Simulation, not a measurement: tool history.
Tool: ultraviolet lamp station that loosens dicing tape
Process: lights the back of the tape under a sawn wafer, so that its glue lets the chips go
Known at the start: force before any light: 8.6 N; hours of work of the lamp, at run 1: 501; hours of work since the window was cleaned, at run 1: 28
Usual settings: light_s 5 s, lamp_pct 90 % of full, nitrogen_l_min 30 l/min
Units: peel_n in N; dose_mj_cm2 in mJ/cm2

run     day  light_s  lamp_pct  nitrogen_l_min  hours of work of the lamp  hours of work since the window was cleaned  peel_n  dose_mj_cm2
  1   0.000        5        90              30                        501                                          28   0.506          440
  2   1.400        3        90              30                        515                                          41   1.555          263
  3   3.038        3        90              30                        531                                          57   1.684          251
  4   5.692        3        90              30                        557                                          83   1.694          244
  5   8.508        5        90              25                        584                                         111   0.791          398
  6  11.288        5        71              30                        611                                         138   1.173          305
  7  12.783        5        71              30                        626                                         152   1.241          296
  8  15.308        5        67              30                        650                                         177   1.435          269
  9  18.150        5        90              30                        678                                         205   0.826          352
 10  21.029        5        98              30                        706                                         233   0.766          365
 11  23.833        5        98              30                        733                                         260   0.875          360
 12  25.012        5        94              30                        745                                         272   0.986          335
 13  26.917        5        90              30                        763                                         290   1.108          311
 14  28.733        5        90              30                        781                                         308   1.167          300
     29.138  -- window cleaned of glue's vapour
 15  31.546        5        90              30                        808                                          23   0.824          357
 16  33.408        5        90              30                        827                                          42   0.907          352
 17  35.450        9        90              30                        846                                          62   0.216          615
 18  37.050        4        90              30                        862                                          77   1.459          270
     39.283  -- lamp changed
 19  39.929        4        90              30                          6                                         105   0.547          435
 20  41.483        8        90              30                         21                                         120   0.113          847
 21  43.992        8        90              21                         46                                         144   0.148          827
 22  46.525        8        90              21                         71                                         169   0.157          811
 23  47.762        5        90              21                         83                                         181   0.537          499
 24  49.929        5        90              21                        104                                         202   0.574          486
 25  52.308        6        81              30                        127                                         226   0.353          516
 26  54.162        4        77              30                        145                                         244   1.091          322
 27  56.088        6        94              30                        164                                         262   0.264          569
 28  57.708        6        94              30                        180                                         278   0.276          563
 29  60.125        5        77              30                        203                                         302   0.767          375
     61.138  -- window cleaned of glue's vapour
 30  61.371        5        83              15                        215                                           2   0.825          478
 31  62.838        2        92              16                        229                                          17   2.973          208
 32  65.454        2        82              21                        255                                          42   2.883          184
 33  67.692        3        90              30                        277                                          64   1.224          292
 34  70.388        3        90              30                        303                                          90   1.290          284
 35  72.438        8        72              13                        323                                         110   0.593          599

Forecast each of these 5 alternatives for the next run:
  A  74.833        2        95              23                        346                                         134       ?            ?
  B  74.833        5        90              38                        346                                         134       ?            ?
  C  74.833        5        90              14                        346                                         134       ?            ?
  D  74.833        3        90              46                        346                                         134       ?            ?
  E  74.833        2        72              34                        346                                         134       ?            ?

run  peel_n  dose_mj_cm2
  A   2.828          189
  B   0.389          454
  C   0.967          453
  D   1.090          270
  E   3.160          148
Without the tool's hidden state the same runs would have given:
run  peel_n  dose_mj_cm2
  A   2.008          248
  B   0.196          593
  C   0.529          592
  D   0.606          354
  E   2.325          192

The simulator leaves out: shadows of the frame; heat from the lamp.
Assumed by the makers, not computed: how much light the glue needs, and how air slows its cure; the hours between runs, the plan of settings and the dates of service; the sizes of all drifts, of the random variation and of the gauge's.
